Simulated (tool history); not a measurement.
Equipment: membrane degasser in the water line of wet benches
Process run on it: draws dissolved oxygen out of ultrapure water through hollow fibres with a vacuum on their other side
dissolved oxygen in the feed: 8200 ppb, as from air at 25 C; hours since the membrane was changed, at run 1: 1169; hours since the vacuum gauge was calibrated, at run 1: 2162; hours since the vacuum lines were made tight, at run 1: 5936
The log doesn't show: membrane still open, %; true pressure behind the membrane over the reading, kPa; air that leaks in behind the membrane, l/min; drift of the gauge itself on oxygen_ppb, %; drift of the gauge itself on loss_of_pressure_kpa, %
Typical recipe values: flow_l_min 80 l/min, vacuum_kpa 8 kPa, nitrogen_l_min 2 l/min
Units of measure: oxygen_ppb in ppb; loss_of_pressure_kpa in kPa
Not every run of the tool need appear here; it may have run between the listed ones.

run,hour,flow_l_min,vacuum_kpa,nitrogen_l_min,hours since the membrane was changed,hours since the vacuum gauge was calibrated,hours since the vacuum lines were made tight,oxygen_ppb,loss_of_pressure_kpa
1,0,80,8,2,1169,2162,5936,372.4,66.42
2,69.9,52,8,2,1239,2232,6006,261.9,43.29
3,128.8,104,8,2,1298,2291,6065,466.4,86.15
4,162.5,113,8,2,1332,2325,6098,499.9,93.54
5,232.6,113,8,2,1402,2395,6168,493.8,93.62
6,272.2,113,8,2,1441,2435,6208,499.9,93.88
7,342.3,113,8,2,1512,2505,6278,501.9,93.54
8,396.1,80,6.47,2,1565,2558,6332,260,65.9
9,469.6,60,6.47,2,1639,2632,6405,206.3,49.74
10,509.4,60,6.47,2,1679,2672,6445,204.8,49.12
11,553.2,60,6.47,2,1723,2716,6489,203.3,49.5
12,627.6,80,5.95,2,1797,2790,6563,216.1,65.91
13,698.8,80,8,2,1868,2861,6635,374.3,65.76
14,771.1,80,8,2,1940,2933,6707,372.7,65.9

Run 15, settings as shown, results not yet in. Your forecast:
15,804.9,80,8,2,1974,2967,6741,?,?

oxygen_ppb: 375.3 ppb
loss_of_pressure_kpa: 65.75 kPa
Were there no unlogged condition in the tool, this run, its random variation unchanged, would have produced oxygen_ppb 374.9 ppb, loss_of_pressure_kpa 66.41 kPa.
